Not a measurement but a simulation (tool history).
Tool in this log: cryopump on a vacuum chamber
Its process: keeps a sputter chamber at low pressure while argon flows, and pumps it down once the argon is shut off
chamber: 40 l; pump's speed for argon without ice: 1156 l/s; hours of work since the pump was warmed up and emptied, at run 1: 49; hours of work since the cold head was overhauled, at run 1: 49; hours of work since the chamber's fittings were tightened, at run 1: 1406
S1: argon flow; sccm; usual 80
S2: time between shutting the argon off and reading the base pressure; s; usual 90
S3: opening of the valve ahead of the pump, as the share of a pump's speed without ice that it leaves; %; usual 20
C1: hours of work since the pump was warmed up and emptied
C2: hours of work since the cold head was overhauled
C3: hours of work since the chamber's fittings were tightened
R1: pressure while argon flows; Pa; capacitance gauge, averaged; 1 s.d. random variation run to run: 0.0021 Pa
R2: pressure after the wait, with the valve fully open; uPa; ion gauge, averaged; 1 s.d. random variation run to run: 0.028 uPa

{"run": 1, "hour": 0.0, "S1": 80, "S2": 90, "S3": 20, "C1": 49, "C2": 49, "C3": 1406, "R1": 0.5887, "R2": 3.77}
{"run": 2, "hour": 37.3, "S1": 80, "S2": 20, "S3": 20, "C1": 76, "C2": 76, "C3": 1433, "R1": 0.5851, "R2": 7.66}
{"run": 3, "hour": 98.8, "S1": 80, "S2": 90, "S3": 50, "C1": 120, "C2": 120, "C3": 1477, "R1": 0.2364, "R2": 3.82}
{"run": 4, "hour": 126.8, "S1": 80, "S2": 90, "S3": 50, "C1": 141, "C2": 141, "C3": 1497, "R1": 0.2356, "R2": 3.83}
{"run": 5, "hour": 180.3, "S1": 80, "S2": 90, "S3": 50, "C1": 179, "C2": 179, "C3": 1536, "R1": 0.238, "R2": 3.97}
{"run": 6, "hour": 223.4, "S1": 80, "S2": 90, "S3": 50, "C1": 210, "C2": 210, "C3": 1567, "R1": 0.2377, "R2": 4.09}
{"run": 7, "hour": 268.6, "S1": 80, "S2": 90, "S3": 50, "C1": 242, "C2": 242, "C3": 1599, "R1": 0.2384, "R2": 4}
{"run": 8, "hour": 309.1, "S1": 80, "S2": 65, "S3": 20, "C1": 272, "C2": 272, "C3": 1629, "R1": 0.5961, "R2": 4.61}
{"run": 9, "hour": 370.9, "S1": 80, "S2": 65, "S3": 20, "C1": 316, "C2": 316, "C3": 1673, "R1": 0.5903, "R2": 4.58}
{"run": 10, "hour": 420.3, "S1": 80, "S2": 65, "S3": 20, "C1": 352, "C2": 352, "C3": 1709, "R1": 0.5925, "R2": 4.82}
{"run": 11, "hour": 467.3, "S1": 80, "S2": 178, "S3": 20, "C1": 385, "C2": 385, "C3": 1742, "R1": 0.5955, "R2": 3.77}
{"run": 12, "hour": 503.5, "S1": 80, "S2": 178, "S3": 20, "C1": 411, "C2": 411, "C3": 1768, "R1": 0.5949, "R2": 3.88}
{"run": 13, "hour": 558.0, "S1": 80, "S2": 178, "S3": 20, "C1": 451, "C2": 451, "C3": 1808, "R1": 0.5975, "R2": 3.97}
{"run": 14, "hour": 584.1, "S1": 80, "S2": 178, "S3": 20, "C1": 469, "C2": 469, "C3": 1826, "R1": 0.5979, "R2": 4.02}
{"run": 15, "hour": 646.9, "S1": 80, "S2": 90, "S3": 20, "C1": 515, "C2": 515, "C3": 1872, "R1": 0.5948, "R2": 4.71}
{"hour": 681.0, "done": "leaking fittings of the chamber tightened, without venting"}
{"run": 16, "hour": 686.7, "S1": 80, "S2": 90, "S3": 20, "C1": 542, "C2": 542, "C3": 4, "R1": 0.5979, "R2": 1.37}
{"run": 17, "hour": 739.2, "S1": 80, "S2": 90, "S3": 20, "C1": 580, "C2": 580, "C3": 42, "R1": 0.6007, "R2": 1.43}
{"run": 18, "hour": 770.8, "S1": 36, "S2": 29, "S3": 20, "C1": 602, "C2": 602, "C3": 65, "R1": 0.2695, "R2": 3.74}
{"run": 19, "hour": 831.0, "S1": 36, "S2": 29, "S3": 20, "C1": 646, "C2": 646, "C3": 108, "R1": 0.2709, "R2": 3.84}
{"run": 20, "hour": 885.6, "S1": 59, "S2": 29, "S3": 30, "C1": 685, "C2": 685, "C3": 147, "R1": 0.2979, "R2": 3.98}
{"run": 21, "hour": 931.2, "S1": 80, "S2": 170, "S3": 20, "C1": 718, "C2": 718, "C3": 180, "R1": 0.6017, "R2": 1.23}
{"run": 22, "hour": 967.5, "S1": 40, "S2": 90, "S3": 20, "C1": 744, "C2": 744, "C3": 206, "R1": 0.3035, "R2": 1.79}
{"run": 23, "hour": 1007.3, "S1": 40, "S2": 90, "S3": 20, "C1": 772, "C2": 772, "C3": 235, "R1": 0.3017, "R2": 1.89}
{"run": 24, "hour": 1047.4, "S1": 40, "S2": 90, "S3": 20, "C1": 801, "C2": 801, "C3": 263, "R1": 0.3019, "R2": 1.92}
{"run": 25, "hour": 1093.9, "S1": 40, "S2": 75, "S3": 48, "C1": 835, "C2": 835, "C3": 297, "R1": 0.1316, "R2": 2.16}
{"run": 26, "hour": 1133.0, "S1": 80, "S2": 267, "S3": 20, "C1": 863, "C2": 863, "C3": 325, "R1": 0.6045, "R2": 1.26}
{"hour": 1156.5, "done": "pump warmed up, emptied and cooled again"}
{"run": 27, "hour": 1178.9, "S1": 80, "S2": 267, "S3": 20, "C1": 16, "C2": 892, "C3": 354, "R1": 0.5841, "R2": 1.2}
{"run": 28, "hour": 1207.7, "S1": 80, "S2": 267, "S3": 20, "C1": 37, "C2": 913, "C3": 375, "R1": 0.5848, "R2": 1.21}
{"run": 29, "hour": 1251.1, "S1": 80, "S2": 267, "S3": 20, "C1": 68, "C2": 944, "C3": 406, "R1": 0.5848, "R2": 1.27}
{"run": 30, "hour": 1305.3, "S1": 80, "S2": 267, "S3": 20, "C1": 107, "C2": 983, "C3": 445, "R1": 0.5855, "R2": 1.27}
{"run": 31, "hour": 1350.7, "S1": 34, "S2": 116, "S3": 20, "C1": 140, "C2": 1016, "C3": 478, "R1": 0.2501, "R2": 1.83}
{"run": 32, "hour": 1404.3, "S1": 82, "S2": 116, "S3": 31, "C1": 178, "C2": 1054, "C3": 517, "R1": 0.3892, "R2": 1.97}
{"run": 33, "hour": 1456.0, "S1": 48, "S2": 29, "S3": 21, "C1": 215, "C2": 1092, "C3": 554, "R1": 0.341, "R2": 4.52}
{"run": 34, "hour": 1510.4, "S1": 48, "S2": 29, "S3": 21, "C1": 255, "C2": 1131, "C3": 593, "R1": 0.3401, "R2": 4.6}

How the hidden state differs across the entries between the runs, from the last listed run before each to the first after it:
Run 15 -> run 16: leaking fittings of the chamber tightened, without venting (hour 681)
  pump's speed, % of a pump's without ice: 90.9 -> 90.5; cold plate's temperature, K: 12.3 -> 12.31; leak into the chamber, uPa l/s: 3799 -> 342
  measured value less the no-hidden-state value, R1: +0.0124 -> +0.013 Pa; R2: +3.38 -> +0.07 uPa
Run 26 -> run 27: pump warmed up, emptied and cooled again (hour 1156.5)
  pump's speed, % of a pump's without ice: 85.1 -> 99.7; cold plate's temperature, K: 12.44 -> 12.45; leak into the chamber, uPa l/s: 897 -> 947
  measured value less the no-hidden-state value, R1: +0.0216 -> +0.0014 Pa; R2: +0.66 -> +0.58 uPa
